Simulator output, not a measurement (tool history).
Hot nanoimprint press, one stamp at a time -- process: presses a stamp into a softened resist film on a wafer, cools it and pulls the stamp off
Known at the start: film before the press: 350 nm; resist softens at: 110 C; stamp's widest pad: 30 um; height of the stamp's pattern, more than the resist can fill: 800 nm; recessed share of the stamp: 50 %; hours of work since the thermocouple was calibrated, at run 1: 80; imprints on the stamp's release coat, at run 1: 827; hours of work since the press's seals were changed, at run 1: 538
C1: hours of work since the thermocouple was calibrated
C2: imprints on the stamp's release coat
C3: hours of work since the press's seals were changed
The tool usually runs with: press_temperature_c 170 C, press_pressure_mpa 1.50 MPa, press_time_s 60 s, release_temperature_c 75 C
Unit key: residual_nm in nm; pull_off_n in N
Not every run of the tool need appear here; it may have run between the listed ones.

Run 1, hour 0.0: usual settings; C1 80; C2 827; C3 538. Result: residual_nm 148.0 nm, pull_off_n 307 N.
Run 2, hour 15.4: usual settings; C1 89; C2 869; C3 548. Result: residual_nm 148.1 nm, pull_off_n 323 N.
Run 3, hour 26.8: usual settings; C1 97; C2 899; C3 555. Result: residual_nm 148.6 nm, pull_off_n 322 N.
Run 4, hour 39.3: usual settings; C1 105; C2 934; C3 563. Result: residual_nm 147.9 nm, pull_off_n 313 N.
Run 5, hour 57.8: usual settings; C1 116; C2 984; C3 575. Result: residual_nm 147.2 nm, pull_off_n 321 N.
Run 6, hour 81.9: usual settings; C1 132; C2 1050; C3 590. Result: residual_nm 147.1 nm, pull_off_n 323 N.
Run 7, hour 100.1: usual settings but release_temperature_c 68 C; C1 143; C2 1099; C3 601. Result: residual_nm 147.4 nm, pull_off_n 382 N.
Run 8, hour 116.2: usual settings but press_temperature_c 160 C; C1 153; C2 1143; C3 612. Result: residual_nm 244.5 nm, pull_off_n 335 N.
Run 9, hour 131.9: usual settings but press_temperature_c 160 C; C1 163; C2 1185; C3 622. Result: residual_nm 243.6 nm, pull_off_n 342 N.
Run 10, hour 144.0: usual settings but release_temperature_c 79 C; C1 171; C2 1218; C3 629. Result: residual_nm 144.5 nm, pull_off_n 321 N.
At hour 148.6: plate thermocouple calibrated.
Run 11, hour 172.2: usual settings; C1 15; C2 1287; C3 645. Result: residual_nm 141.8 nm, pull_off_n 359 N.
Run 12, hour 191.6: usual settings; C1 27; C2 1340; C3 657. Result: residual_nm 141.0 nm, pull_off_n 359 N.
Run 13, hour 215.7: usual settings; C1 42; C2 1405; C3 673. Result: residual_nm 141.5 nm, pull_off_n 371 N.
At hour 231.5: plate thermocouple calibrated, once more.
Run 14, hour 238.0: usual settings but press_pressure_mpa 2.39 MPa; C1 4; C2 1458; C3 685. Result: residual_nm 126.1 nm, pull_off_n 363 N.
Run 15, hour 251.6: usual settings but press_time_s 42 s; C1 13; C2 1495; C3 694. Result: residual_nm 174.6 nm, pull_off_n 390 N.
Run 16, hour 274.6: usual settings but press_temperature_c 177 C, press_pressure_mpa 2.13 MPa, press_time_s 118 s, release_temperature_c 62 C; C1 27; C2 1557; C3 708. Result: residual_nm 64.0 nm, pull_off_n 480 N.
Run 17, hour 293.2: usual settings but press_temperature_c 177 C, press_pressure_mpa 1.88 MPa, press_time_s 48 s, release_temperature_c 62 C; C1 39; C2 1608; C3 720. Result: residual_nm 100.7 nm, pull_off_n 488 N.
Run 18, hour 310.5: usual settings but press_pressure_mpa 1.32 MPa, press_time_s 104 s; C1 50; C2 1655; C3 731. Result: residual_nm 129.8 nm, pull_off_n 389 N.
Run 19, hour 336.6: usual settings but press_temperature_c 165 C, press_pressure_mpa 1.77 MPa; C1 67; C2 1726; C3 748. Result: residual_nm 189.0 nm, pull_off_n 395 N.
Run 20, hour 358.6: usual settings but press_temperature_c 165 C, press_pressure_mpa 1.77 MPa; C1 81; C2 1786; C3 761. Result: residual_nm 187.6 nm, pull_off_n 413 N.
Run 21, hour 371.6: usual settings but press_temperature_c 172 C, press_pressure_mpa 2.19 MPa, press_time_s 71 s, release_temperature_c 77 C; C1 89; C2 1821; C3 770. Result: residual_nm 106.8 nm, pull_off_n 405 N.
At hour 390.1: stamp cleaned and given a new release coat.
Run 22, hour 404.2: usual settings but press_temperature_c 169 C, press_pressure_mpa 1.88 MPa, release_temperature_c 79 C; C1 106; C2 38; C3 787. Result: residual_nm 146.5 nm, pull_off_n 224 N.
Run 23, hour 423.9: usual settings but press_temperature_c 169 C, press_pressure_mpa 1.88 MPa, release_temperature_c 79 C; C1 118; C2 92; C3 799. Result: residual_nm 146.2 nm, pull_off_n 221 N.
Run 24, hour 440.7: usual settings but press_temperature_c 169 C, press_pressure_mpa 1.88 MPa, release_temperature_c 79 C; C1 129; C2 138; C3 810. Result: residual_nm 144.2 nm, pull_off_n 225 N.
Run 25, hour 465.1: usual settings but press_temperature_c 169 C, press_pressure_mpa 1.88 MPa, release_temperature_c 79 C; C1 144; C2 204; C3 825. Result: residual_nm 146.2 nm, pull_off_n 232 N.
Run 26, hour 484.1: usual settings but press_temperature_c 169 C, press_pressure_mpa 1.88 MPa, release_temperature_c 79 C; C1 156; C2 256; C3 837. Result: residual_nm 143.2 nm, pull_off_n 245 N.
Run 27, hour 496.4: usual settings but press_pressure_mpa 1.84 MPa, release_temperature_c 65 C; C1 164; C2 289; C3 845. Result: residual_nm 136.5 nm, pull_off_n 310 N.
Run 28, hour 522.7: usual settings but press_pressure_mpa 1.84 MPa, release_temperature_c 65 C; C1 181; C2 361; C3 862. Result: residual_nm 136.9 nm, pull_off_n 331 N.
Run 29, hour 544.3: usual settings but press_temperature_c 180 C, press_pressure_mpa 1.60 MPa, press_time_s 91 s, release_temperature_c 81 C; C1 195; C2 420; C3 875. Result: residual_nm 66.9 nm, pull_off_n 247 N.

5 ways to go on from here, each from the tool as it stands after run 29. What would each give?
Run A, hour 563.1: usual settings but press_pressure_mpa 0.96 MPa; C1 206; C2 471; C3 887. Result: residual_nm ?, pull_off_n ?.
Run B, hour 563.1: usual settings but press_temperature_c 161 C, press_pressure_mpa 1.13 MPa, press_time_s 91 s, release_temperature_c 67 C; C1 206; C2 471; C3 887. Result: residual_nm ?, pull_off_n ?.
Run C, hour 563.1: usual settings but press_pressure_mpa 2.37 MPa, press_time_s 53 s; C1 206; C2 471; C3 887. Result: residual_nm ?, pull_off_n ?.
Run D, hour 563.1: usual settings but press_temperature_c 162 C, press_pressure_mpa 1.60 MPa, press_time_s 45 s, release_temperature_c 63 C; C1 206; C2 471; C3 887. Result: residual_nm ?, pull_off_n ?.
Run E, hour 563.1: usual settings but press_temperature_c 168 C, press_pressure_mpa 1.60 MPa, press_time_s 91 s, release_temperature_c 81 C; C1 206; C2 471; C3 887. Result: residual_nm ?, pull_off_n ?.

run  residual_nm  pull_off_n
  A        176.8         284
  B        231.4         330
  C        129.7         282
  D        240.4         345
  E        137.5         247
Stripped of hidden state, with their random variation kept, the same runs would have yielded:
run  residual_nm  pull_off_n
  A        180.1         244
  B        235.0         283
  C        129.2         242
  D        242.6         296
  E        139.0         213
